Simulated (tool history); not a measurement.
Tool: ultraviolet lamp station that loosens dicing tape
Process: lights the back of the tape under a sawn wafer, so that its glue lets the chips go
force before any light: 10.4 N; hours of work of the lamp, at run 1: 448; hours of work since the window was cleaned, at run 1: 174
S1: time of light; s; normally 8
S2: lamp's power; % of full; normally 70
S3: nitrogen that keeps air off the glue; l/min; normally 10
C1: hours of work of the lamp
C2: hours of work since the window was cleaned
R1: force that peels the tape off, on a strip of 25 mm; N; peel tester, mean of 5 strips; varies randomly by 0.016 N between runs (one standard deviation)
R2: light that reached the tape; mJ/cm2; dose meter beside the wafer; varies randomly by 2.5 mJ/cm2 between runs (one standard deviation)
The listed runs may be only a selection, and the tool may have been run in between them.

run,hour,S1,S2,S3,C1,C2,R1,R2
1,0.0,8,70,10,448,174,1.023,260
2,18.0,8,70,10,461,186,1.052,257
3,40.0,8,70,10,476,201,1.118,254
4,61.9,10,70,10,492,217,0.645,321
5,81.5,8,70,10,505,230,1.109,254
6,103.1,8,70,10,520,246,1.133,253
7,126.6,8,70,10,537,262,1.123,248
8,140.3,8,70,10,546,272,1.140,249
9,157.0,4,60,7,558,283,4.603,105
10,179.7,4,60,7,574,299,4.519,103
11,190.1,6,70,4,581,306,3.178,184
12,205.1,8,90,10,592,317,0.676,316
13,226.9,12,90,7,607,332,0.366,467
14,237.0,8,70,9,614,339,1.288,241

Branching from run 14: 4 alternative next runs. What would each branch give?
A,255.2,5,64,4,627,352,?,?
B,255.2,13,85,5,627,352,?,?
C,255.2,4,91,9,627,352,?,?
D,255.2,8,62,8,627,352,?,?

run,R1,R2
A,4.272,134
B,0.490,472
C,2.659,156
D,1.748,213
Take away the tool's hidden state, keep each run's random variation, and the runs would have read:
run,R1,R2
A,3.427,170
B,0.281,594
C,1.895,197
D,1.139,268
